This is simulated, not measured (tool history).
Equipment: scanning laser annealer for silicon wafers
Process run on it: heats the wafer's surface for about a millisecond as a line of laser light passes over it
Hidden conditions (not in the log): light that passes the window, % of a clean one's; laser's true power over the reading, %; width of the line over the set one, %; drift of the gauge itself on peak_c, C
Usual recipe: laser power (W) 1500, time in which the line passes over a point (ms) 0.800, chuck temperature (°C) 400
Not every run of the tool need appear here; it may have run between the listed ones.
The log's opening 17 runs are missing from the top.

run,hour,laser power (W),time in which the line passes over a point (ms),chuck temperature (°C),hours of work since the window was cleaned,hours of work since the power meter was calibrated,hours of work since the optics were aligned,highest temperature of the surface (°C)
18,259.9,1500,0.800,400,92,262,199,1221
19,280.6,1500,0.800,400,100,270,207,1220
20,298.5,1500,0.800,400,108,278,215,1223
21,314.6,1500,0.800,400,114,284,221,1224
22,329.7,1500,0.800,400,120,290,227,1221
23,343.2,1422,0.691,385,126,296,233,1108
24,358.2,1422,0.691,385,132,302,239,1109
25,374.4,1500,0.618,400,139,309,245,1126
26,394.1,1500,0.618,400,147,317,253,1125
27,409.7,1500,0.618,400,153,323,260,1125
28,429.2,1454,0.797,409,161,331,268,1202
29,443.8,1454,0.797,409,167,337,274,1202
30,462.1,1454,0.797,409,174,344,281,1202
31,471.1,1454,0.797,409,178,348,285,1202
32,491.5,1281,0.683,371,186,356,293,1017
33,502.3,1438,0.597,423,191,361,298,1104
34,513.9,1563,0.597,423,195,365,302,1166
35,524.9,1500,0.800,372,200,370,307,1188
36,539.8,1500,0.800,372,206,376,313,1193
37,552.9,1500,0.800,374,211,381,318,1191
38,570.5,1500,0.636,400,218,388,325,1130
39,590.8,1500,0.709,382,227,397,334,1155

Forecast each of these 4 alternatives for the next run:
A,599.6,1470,0.968,361,230,400,337,?
B,599.6,1552,0.642,400,230,400,337,?
C,599.6,1615,0.796,369,230,400,337,?
D,599.6,1432,0.597,382,230,400,337,?

run,highest temperature of the surface (°C)
A,1238
B,1162
C,1248
D,1058
With the hidden condition removed and each run's random variation left untouched, the same runs would have given:
run,highest temperature of the surface (°C)
A,1251
B,1173
C,1261
D,1068
